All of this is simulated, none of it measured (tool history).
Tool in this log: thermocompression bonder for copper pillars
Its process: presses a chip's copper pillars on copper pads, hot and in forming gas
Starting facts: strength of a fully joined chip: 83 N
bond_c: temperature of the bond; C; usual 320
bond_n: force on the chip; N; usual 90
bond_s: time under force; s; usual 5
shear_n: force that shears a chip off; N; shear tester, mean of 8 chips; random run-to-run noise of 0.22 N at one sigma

run,day,bond_c,bond_n,bond_s,shear_n
1,0.000,320,90,5,58.0
2,0.771,320,56,5,47.4
3,1.292,320,90,5,58.0
4,2.179,320,90,5,58.2
5,2.792,320,61,5,49.4
6,3.579,320,61,5,49.2
7,4.042,320,61,5,49.0
8,4.779,320,61,5,49.1
9,5.279,320,90,9,65.8
10,5.992,320,113,5,62.1
11,6.704,336,90,15,76.1
12,7.238,320,90,3,50.0
# day 7.904: forming gas filter changed
13,8.138,343,92,13,77.3
14,8.800,320,58,5,47.6
15,9.588,320,58,5,47.6
16,10.525,320,103,5,59.9
17,11.325,308,95,4,48.7
# day 11.462: gauge calibrated
18,12.162,308,95,4,49.5

Consider 3 possible next runs. They are alternatives, not a sequence: every one starts from the tool as it was left by run 18. What does each give?
A,13.125,307,56,4,?
B,13.125,308,73,4,?
C,13.125,339,95,14,?

run,shear_n
A,37.8
B,43.9
C,77.7
What these runs would have given with no unlogged condition in the tool:
run,shear_n
A,37.8
B,43.9
C,77.9
